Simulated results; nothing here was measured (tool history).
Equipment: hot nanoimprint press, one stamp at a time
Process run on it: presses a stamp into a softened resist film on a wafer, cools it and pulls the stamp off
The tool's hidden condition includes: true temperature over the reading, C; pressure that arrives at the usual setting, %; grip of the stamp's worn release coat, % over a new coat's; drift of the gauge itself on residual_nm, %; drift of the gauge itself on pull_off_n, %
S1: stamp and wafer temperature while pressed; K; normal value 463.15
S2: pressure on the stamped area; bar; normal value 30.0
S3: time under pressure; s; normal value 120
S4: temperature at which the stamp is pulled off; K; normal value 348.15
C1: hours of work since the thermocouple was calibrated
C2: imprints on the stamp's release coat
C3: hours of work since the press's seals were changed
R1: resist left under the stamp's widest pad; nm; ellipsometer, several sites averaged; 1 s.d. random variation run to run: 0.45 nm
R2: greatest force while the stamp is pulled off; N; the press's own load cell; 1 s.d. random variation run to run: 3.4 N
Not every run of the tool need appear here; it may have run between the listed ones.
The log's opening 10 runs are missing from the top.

run,hour,S1,S2,S3,S4,C1,C2,C3,R1,R2
11,308.3,463.15,30.0,120,339.15,148,134,731,401.5,195
12,338.0,463.15,30.0,120,339.15,167,239,750,401.0,198
13,363.0,463.15,30.0,120,339.15,183,327,767,400.5,198
14,385.4,463.15,30.0,120,348.15,197,406,781,400.1,166
15,411.4,463.15,30.0,120,348.15,214,497,798,400.2,183
16,434.8,463.15,29.0,73,333.15,229,580,813,468.8,234
17,457.7,463.15,34.3,110,348.15,244,661,827,392.1,181
18,490.6,473.15,34.3,86,348.15,265,777,848,312.4,184
19,519.4,467.15,20.7,117,348.15,283,878,867,406.5,189
20,552.3,463.15,32.5,82,351.15,305,994,888,437.4,186
21,575.9,456.15,18.1,135,334.15,320,1078,903,537.3,253
22,600.2,463.15,19.0,120,348.15,335,1163,919,462.2,203
# hour 616.3: press's hydraulic seals changed and the load cell set to zero
23,629.8,451.15,23.6,137,344.15,349,1239,9,558.6,217
24,657.4,451.15,23.6,137,344.15,367,1337,26,557.9,221
# hour 663.4: plate thermocouple calibrated
25,684.6,454.15,41.4,63,348.15,14,1422,42,543.4,204
26,707.2,452.15,32.3,67,355.15,28,1502,56,585.8,193
27,735.8,458.15,30.0,120,348.15,46,1603,75,458.5,213
28,755.1,458.15,30.0,120,348.15,59,1671,87,458.6,216
29,785.3,458.15,30.0,120,348.15,78,1777,106,458.5,223
30,807.0,468.15,30.0,72,348.15,92,1854,120,403.0,230

Forecast each of these 4 alternatives for the next run:
A,829.1,456.15,30.0,72,348.15,106,1932,135,?,?
B,829.1,468.15,22.6,72,353.15,106,1932,135,?,?
C,829.1,464.15,20.4,125,348.15,106,1932,135,?,?
D,829.1,468.15,30.0,72,346.15,106,1932,135,?,?

run,R1,R2
A,543.4,224
B,443.2,207
C,433.0,230
D,401.5,240
Stripped of hidden state, with their random variation kept, the same runs would have yielded:
run,R1,R2
A,546.8,157
B,446.7,146
C,437.0,161
D,404.6,168

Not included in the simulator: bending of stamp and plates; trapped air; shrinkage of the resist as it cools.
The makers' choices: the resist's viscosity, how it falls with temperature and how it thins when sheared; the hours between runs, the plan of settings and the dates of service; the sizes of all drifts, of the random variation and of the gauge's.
